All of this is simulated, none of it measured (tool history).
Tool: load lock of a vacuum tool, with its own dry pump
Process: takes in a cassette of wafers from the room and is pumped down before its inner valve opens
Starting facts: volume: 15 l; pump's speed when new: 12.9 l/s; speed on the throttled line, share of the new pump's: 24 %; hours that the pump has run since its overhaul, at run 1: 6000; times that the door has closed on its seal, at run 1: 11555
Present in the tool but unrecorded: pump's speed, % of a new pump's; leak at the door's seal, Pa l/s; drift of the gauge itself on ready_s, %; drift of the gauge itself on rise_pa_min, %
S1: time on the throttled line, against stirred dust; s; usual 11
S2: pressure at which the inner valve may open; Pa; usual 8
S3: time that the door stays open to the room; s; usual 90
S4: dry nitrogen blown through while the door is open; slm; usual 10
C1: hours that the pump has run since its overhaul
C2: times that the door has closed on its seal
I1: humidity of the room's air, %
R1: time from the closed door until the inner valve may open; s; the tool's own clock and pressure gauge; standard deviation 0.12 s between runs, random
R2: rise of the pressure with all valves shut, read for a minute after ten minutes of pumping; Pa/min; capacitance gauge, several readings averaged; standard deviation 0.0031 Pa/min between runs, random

| run | hour | S1 | S2 | S3 | S4 | C1 | C2 | I1 | R1 | R2 |
|---|---|---|---|---|---|---|---|---|---|---|
| 1 | 0.0 | 11 | 8 | 90 | 10 | 6000 | 11555 | 45.5 | 20.1 | 0.137 |
| 2 | 151.8 | 11 | 8 | 68 | 10 | 6152 | 12074 | 46.7 | 20.2 | 0.130 |
| 3 | 276.3 | 11 | 8 | 68 | 10 | 6276 | 12500 | 44.8 | 20.3 | 0.134 |
| 4 | 388.4 | 11 | 8 | 90 | 10 | 6389 | 12883 | 45.4 | 20.1 | 0.143 |
| 5 | 570.5 | 11 | 8 | 90 | 10 | 6571 | 13506 | 46.2 | 20.3 | 0.147 |
| 6 | 670.4 | 11 | 8 | 30 | 10 | 6671 | 13847 | 49.4 | 20.4 | 0.128 |
| 7 | 849.1 | 17 | 8 | 90 | 10 | 6849 | 14458 | 42.5 | 24.7 | 0.149 |
| 8 | 978.5 | 11 | 7 | 90 | 10 | 6979 | 14901 | 43.8 | 20.7 | 0.154 |
| 9 | 1126.4 | 11 | 7 | 90 | 10 | 7127 | 15407 | 45.3 | 20.4 | 0.158 |
| 10 | 1255.0 | 11 | 7 | 90 | 10 | 7255 | 15847 | 42.9 | 20.5 | 0.159 |
| 11 | 1449.3 | 11 | 7 | 90 | 10 | 7449 | 16511 | 44.6 | 20.6 | 0.167 |
| 12 | 1572.6 | 8 | 8 | 90 | 10 | 7573 | 16933 | 49.0 | 18.3 | 0.182 |
| 13 | 1749.2 | 8 | 8 | 90 | 10 | 7749 | 17537 | 45.2 | 18.1 | 0.177 |
| 14 | 1852.5 | 8 | 8 | 90 | 10 | 7853 | 17890 | 44.3 | 18.4 | 0.185 |
| 15 | 1952.6 | 22 | 8 | 90 | 10 | 7953 | 18232 | 46.8 | 28.6 | 0.180 |
| 16 | 2102.1 | 22 | 8 | 90 | 10 | 8102 | 18744 | 43.5 | 28.5 | 0.186 |
| 17 | 2284.3 | 22 | 8 | 90 | 10 | 8284 | 19367 | 43.7 | 28.5 | 0.188 |
| 18 | 2450.2 | 11 | 8 | 90 | 10 | 8450 | 19934 | 45.9 | 20.5 | 0.201 |
| 19 | 2573.9 | 11 | 8 | 90 | 10 | 8574 | 20357 | 44.0 | 20.5 | 0.209 |
| 20 | 2685.3 | 11 | 8 | 90 | 10 | 8685 | 20738 | 47.3 | 20.6 | 0.208 |
| 21 | 2876.1 | 7 | 8 | 90 | 6 | 8876 | 21390 | 42.8 | 17.7 | 0.222 |
| 22 | 3000.7 | 7 | 8 | 90 | 6 | 9001 | 21817 | 44.8 | 17.8 | 0.233 |
| 23 | 3087.1 | 11 | 14 | 66 | 10 | 9087 | 22112 | 45.8 | 19.7 | 0.212 |
| 24 | 3257.8 | 15 | 12 | 47 | 10 | 9258 | 22696 | 47.2 | 23.0 | 0.218 |
| 25 | 3421.8 | 7 | 8 | 90 | 10 | 9422 | 23257 | 41.2 | 17.7 | 0.229 |
| 26 | 3600.0 | 11 | 8 | 90 | 10 | 9600 | 23866 | 43.6 | 20.7 | 0.225 |
| 27 | 3707.7 | 11 | 14 | 152 | 10 | 9708 | 24234 | 44.4 | 20.2 | 0.248 |
| 28 | 3889.2 | 11 | 14 | 152 | 10 | 9889 | 24855 | 45.3 | 19.8 | 0.262 |
|  | 3909.4 | dry pump taken out, an overhauled one fitted |
| 29 | 4004.8 | 11 | 10 | 90 | 9 | 95 | 25230 | 41.0 | 19.2 | 0.246 |
| 30 | 4159.4 | 11 | 9 | 90 | 20 | 250 | 25759 | 44.4 | 19.5 | 0.233 |
| 31 | 4239.7 | 11 | 8 | 90 | 12 | 330 | 26033 | 46.4 | 19.7 | 0.257 |
| 32 | 4412.6 | 11 | 8 | 90 | 12 | 503 | 26625 | 45.9 | 19.6 | 0.270 |
| 33 | 4600.8 | 11 | 8 | 183 | 41 | 691 | 27268 | 46.0 | 19.6 | 0.244 |
| 34 | 4762.0 | 14 | 8 | 45 | 41 | 853 | 27820 | 45.5 | 22.0 | 0.233 |
| 35 | 4946.0 | 14 | 8 | 45 | 41 | 1037 | 28449 | 43.2 | 21.9 | 0.241 |

What if the next run were any one of these 4? Each begins from the tool's condition after run 35:
| A | 5134.1 | 13 | 8 | 45 | 7 | 1225 | 29092 | 45.3 | ? | ? |
| B | 5134.1 | 14 | 8 | 34 | 41 | 1225 | 29092 | 45.7 | ? | ? |
| C | 5134.1 | 8 | 8 | 90 | 23 | 1225 | 29092 | 47.7 | ? | ? |
| D | 5134.1 | 11 | 12 | 90 | 10 | 1225 | 29092 | 46.0 | ? | ? |

| run | R1 | R2 |
|---|---|---|
| A | 21.2 | 0.291 |
| B | 21.9 | 0.247 |
| C | 17.4 | 0.278 |
| D | 19.4 | 0.304 |
With the hidden condition removed and each run's random variation left untouched, the same runs would have given:
| run | R1 | R2 |
|---|---|---|
| A | 21.0 | 0.073 |
| B | 21.8 | 0.032 |
| C | 17.2 | 0.060 |
| D | 19.2 | 0.086 |
